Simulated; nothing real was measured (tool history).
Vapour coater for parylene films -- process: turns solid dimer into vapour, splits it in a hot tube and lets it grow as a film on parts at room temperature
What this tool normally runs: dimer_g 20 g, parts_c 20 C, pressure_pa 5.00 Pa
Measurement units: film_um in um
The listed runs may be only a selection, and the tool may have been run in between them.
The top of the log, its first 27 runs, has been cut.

| run | day | dimer_g | parts_c | pressure_pa | film_um |
|---|---|---|---|---|---|
|  | 32.333 | table's thermometer calibrated |
| 28 | 33.904 | 13 | 31 | 5.85 | 1.47 |
| 29 | 34.654 | 13 | 31 | 5.85 | 1.45 |
|  | 35.904 | table's thermometer calibrated, once more |
| 30 | 36.367 | 8 | 24 | 5.00 | 1.31 |
| 31 | 37.400 | 20 | 15 | 5.00 | 5.08 |
| 32 | 38.096 | 32 | 23 | 2.11 | 5.79 |
| 33 | 39.529 | 9 | 16 | 3.12 | 2.24 |
| 34 | 41.192 | 9 | 16 | 3.12 | 2.22 |
| 35 | 42.325 | 9 | 16 | 3.12 | 2.18 |
| 36 | 43.558 | 29 | 14 | 5.26 | 7.55 |
| 37 | 44.942 | 21 | 20 | 2.57 | 4.26 |
| 38 | 45.867 | 20 | 17 | 11.12 | 4.33 |
|  | 46.867 | trap's valve overhauled |
| 39 | 47.012 | 20 | 17 | 11.12 | 4.68 |
| 40 | 47.712 | 33 | 17 | 2.25 | 8.54 |
| 41 | 48.712 | 20 | 28 | 6.06 | 2.85 |
| 42 | 50.346 | 20 | 21 | 5.65 | 4.06 |
| 43 | 51.738 | 19 | 22 | 7.89 | 3.52 |

Alternative continuations, all from the tool just after run 43; predict every row:
| A | 53.171 | 10 | 14 | 2.95 | ? |
| B | 53.171 | 20 | 29 | 5.00 | ? |
| C | 53.171 | 19 | 22 | 2.47 | ? |

| run | film_um |
|---|---|
| A | 2.87 |
| B | 2.67 |
| C | 3.81 |
Stripped of hidden state, with their random variation kept, the same runs would have yielded:
| run | film_um |
|---|---|
| A | 2.97 |
| B | 2.79 |
| C | 3.97 |
